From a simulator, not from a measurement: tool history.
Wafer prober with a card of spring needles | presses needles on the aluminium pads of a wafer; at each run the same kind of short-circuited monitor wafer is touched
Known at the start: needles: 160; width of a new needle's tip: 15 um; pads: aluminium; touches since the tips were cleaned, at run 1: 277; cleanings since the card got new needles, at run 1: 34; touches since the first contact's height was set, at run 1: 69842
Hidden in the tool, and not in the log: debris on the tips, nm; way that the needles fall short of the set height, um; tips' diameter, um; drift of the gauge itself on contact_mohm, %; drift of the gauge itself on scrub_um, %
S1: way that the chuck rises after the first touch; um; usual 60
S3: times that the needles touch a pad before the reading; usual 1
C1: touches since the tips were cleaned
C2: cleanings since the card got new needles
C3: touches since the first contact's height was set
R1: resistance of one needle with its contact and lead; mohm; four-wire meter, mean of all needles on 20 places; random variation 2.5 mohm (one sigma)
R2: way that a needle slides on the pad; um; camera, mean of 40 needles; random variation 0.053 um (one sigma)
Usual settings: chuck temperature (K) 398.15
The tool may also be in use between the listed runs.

run 1 hour=0 | S1=60 chuck_temperature_(K)=398.15 S3=1 | C1=277 C2=34 C3=69842 | R1=330 R2=7.58
-- hour=5.1 tips cleaned on abrasive film
-- hour=11.5 tips cleaned on abrasive film
-- hour=17.9 tips cleaned on abrasive film
-- hour=23.1 tips cleaned on abrasive film
-- hour=28.8 tips cleaned on abrasive film
run 2 hour=28.8 | S1=60 chuck_temperature_(K)=398.15 S3=1 | C1=0 C2=39 C3=79429 | R1=300 R2=7.42
-- hour=35.2 tips cleaned on abrasive film
-- hour=41.6 tips cleaned on abrasive film
run 3 hour=43.1 | S1=60 chuck_temperature_(K)=398.15 S3=1 | C1=494 C2=41 C3=84191 | R1=336 R2=7.44
-- hour=46.9 tips cleaned on abrasive film
-- hour=52.1 tips cleaned on abrasive film
-- hour=58.5 tips cleaned on abrasive film
-- hour=63.6 tips cleaned on abrasive film
-- hour=70 tips cleaned on abrasive film
run 4 hour=70.1 | S1=60 chuck_temperature_(K)=398.15 S3=1 | C1=45 C2=46 C3=93200 | R1=303 R2=7.4
-- hour=75.3 tips cleaned on abrasive film
-- hour=80.4 tips cleaned on abrasive film
-- hour=86.7 tips cleaned on abrasive film
run 5 hour=86.7 | S1=60 chuck_temperature_(K)=398.15 S3=1 | C1=0 C2=49 C3=98703 | R1=311 R2=7.35
-- hour=93.1 tips cleaned on abrasive film
-- hour=99.5 tips cleaned on abrasive film
-- hour=105.9 tips cleaned on abrasive film
run 6 hour=108.3 | S1=60 chuck_temperature_(K)=398.15 S3=1 | C1=812 C2=52 C3=105917 | R1=369 R2=7.28
-- hour=112.2 tips cleaned on abrasive film
-- hour=118.6 tips cleaned on abrasive film
run 7 hour=121.6 | S1=60 chuck_temperature_(K)=398.15 S3=1 | C1=1038 C2=54 C3=110369 | R1=386 R2=7.21
-- hour=124.2 tips cleaned on abrasive film
-- hour=130.6 tips cleaned on abrasive film
-- hour=135.8 tips cleaned on abrasive film
run 8 hour=136 | S1=64 chuck_temperature_(K)=398.15 S3=1 | C1=60 C2=57 C3=115125 | R1=312 R2=7.71
-- hour=141.1 tips cleaned on abrasive film
-- hour=146.2 tips cleaned on abrasive film
-- hour=152.6 tips cleaned on abrasive film
-- hour=159 tips cleaned on abrasive film
run 9 hour=163.8 | S1=60 chuck_temperature_(K)=398.15 S3=1 | C1=1612 C2=61 C3=124422 | R1=419 R2=7.17
-- hour=165.2 tips cleaned on abrasive film
-- hour=171.6 tips cleaned on abrasive film
-- hour=176.7 tips cleaned on abrasive film
run 10 hour=181.2 | S1=60 chuck_temperature_(K)=398.15 S3=1 | C1=1509 C2=64 C3=130200 | R1=427 R2=7.09
-- hour=182.5 tips cleaned on abrasive film
-- hour=188.9 tips cleaned on abrasive film
-- hour=189.2 height of the first contact set anew
-- hour=195.6 tips cleaned on abrasive film
-- hour=202 tips cleaned on abrasive film
run 11 hour=205.6 | S1=60 chuck_temperature_(K)=398.15 S3=1 | C1=1212 C2=68 C3=5480 | R1=445 R2=6.63
-- hour=208.2 tips cleaned on abrasive film
-- hour=214.6 tips cleaned on abrasive film
-- hour=221 tips cleaned on abrasive film
-- hour=227.4 tips cleaned on abrasive film
-- hour=233 tips cleaned on abrasive film
run 12 hour=233 | S1=60 chuck_temperature_(K)=398.15 S3=1 | C1=0 C2=73 C3=14602 | R1=307 R2=6.52
-- hour=239.4 tips cleaned on abrasive film
-- hour=245.8 tips cleaned on abrasive film
-- hour=250.9 tips cleaned on abrasive film
-- hour=257.3 tips cleaned on abrasive film
run 13 hour=260.5 | S1=60 chuck_temperature_(K)=398.15 S3=1 | C1=1075 C2=77 C3=23785 | R1=422 R2=6.51
-- hour=263.1 tips cleaned on abrasive film
-- hour=269.5 tips cleaned on abrasive film
-- hour=275.9 tips cleaned on abrasive film
run 14 hour=278.9 | S1=63 chuck_temperature_(K)=395.15 S3=1 | C1=1022 C2=80 C3=29927 | R1=408 R2=6.94
-- hour=281.6 tips cleaned on abrasive film
-- hour=286.7 tips cleaned on abrasive film
-- hour=293.1 tips cleaned on abrasive film
-- hour=299.5 tips cleaned on abrasive film
-- hour=304.6 tips cleaned on abrasive film
run 15 hour=307.6 | S1=60 chuck_temperature_(K)=315.15 S3=3 | C1=1003 C2=85 C3=39464 | R1=327 R2=6.43
-- hour=310.2 tips cleaned on abrasive film
-- hour=316.6 tips cleaned on abrasive film
-- hour=323 tips cleaned on abrasive film
run 16 hour=323.7 | S1=45 chuck_temperature_(K)=315.15 S3=1 | C1=235 C2=88 C3=44823 | R1=406 R2=4.31
-- hour=328.8 tips cleaned on abrasive film
-- hour=335.2 tips cleaned on abrasive film
run 17 hour=339.1 | S1=44 chuck_temperature_(K)=314.15 S3=1 | C1=1291 C2=90 C3=49954 | R1=685 R2=4.24
-- hour=340.4 tips cleaned on abrasive film
-- hour=342 height of the first contact set anew, once more
-- hour=347.1 tips cleaned on abrasive film
-- hour=353.5 tips cleaned on abrasive film
-- hour=359.9 tips cleaned on abrasive film
-- hour=366.3 tips cleaned on abrasive film
run 18 hour=371.1 | S1=60 chuck_temperature_(K)=374.15 S3=2 | C1=1609 C2=95 C3=9718 | R1=359 R2=7.87
-- hour=372.4 tips cleaned on abrasive film
-- hour=378.8 tips cleaned on abrasive film
-- hour=385.2 tips cleaned on abrasive film
-- hour=391.6 tips cleaned on abrasive film
-- hour=396.8 tips cleaned on abrasive film
run 19 hour=401.5 | S1=60 chuck_temperature_(K)=374.15 S3=2 | C1=1603 C2=100 C3=19858 | R1=371 R2=7.69
-- hour=402.9 tips cleaned on abrasive film
-- hour=408 tips cleaned on abrasive film
-- hour=414.4 tips cleaned on abrasive film
-- hour=420.8 tips cleaned on abrasive film
-- hour=426.1 tips cleaned on abrasive film
run 20 hour=426.1 | S1=45 chuck_temperature_(K)=323.15 S3=2 | C1=0 C2=105 C3=28023 | R1=296 R2=5.8
-- hour=432.5 tips cleaned on abrasive film
-- hour=438.9 tips cleaned on abrasive film
-- hour=445.3 tips cleaned on abrasive film
-- hour=451.7 tips cleaned on abrasive film
run 21 hour=451.7 | S1=56 chuck_temperature_(K)=358.15 S3=3 | C1=0 C2=109 C3=36554 | R1=287 R2=7.24
-- hour=458.1 tips cleaned on abrasive film
-- hour=464.5 tips cleaned on abrasive film
run 22 hour=465.6 | S1=56 chuck_temperature_(K)=317.15 S3=3 | C1=378 C2=111 C3=41200 | R1=291 R2=7.1
-- hour=470.7 tips cleaned on abrasive film
-- hour=475.9 tips cleaned on abrasive film
-- hour=482.3 tips cleaned on abrasive film
-- hour=488.7 tips cleaned on abrasive film
run 23 hour=490.4 | S1=56 chuck_temperature_(K)=317.15 S3=3 | C1=567 C2=115 C3=49450 | R1=313 R2=7.01
-- hour=494.2 tips cleaned on abrasive film
-- hour=500.6 tips cleaned on abrasive film
-- hour=507 tips cleaned on abrasive film
run 24 hour=508.9 | S1=44 chuck_temperature_(K)=342.15 S3=3 | C1=626 C2=118 C3=55622 | R1=351 R2=5.54
-- hour=512.8 tips cleaned on abrasive film
-- hour=519.1 tips cleaned on abrasive film
-- hour=525.5 tips cleaned on abrasive film
-- hour=530.7 tips cleaned on abrasive film
-- hour=537.1 tips cleaned on abrasive film
run 25 hour=539.3 | S1=44 chuck_temperature_(K)=342.15 S3=3 | C1=736 C2=123 C3=65748 | R1=360 R2=5.32

Forecast run 26:
-- hour=543.1 tips cleaned on abrasive film
-- hour=548.3 tips cleaned on abrasive film
-- hour=554.7 tips cleaned on abrasive film
-- hour=559.8 tips cleaned on abrasive film
-- hour=566.2 tips cleaned on abrasive film
run 26 hour=567.5 | S1=69 chuck_temperature_(K)=342.15 S3=3 | C1=437 C2=128 C3=75148 | R1=? R2=?

R1: 299 mohm
R2: 8.66 um
Without the tool's hidden state the same run would have given R1 275 mohm, R2 9.13 um.
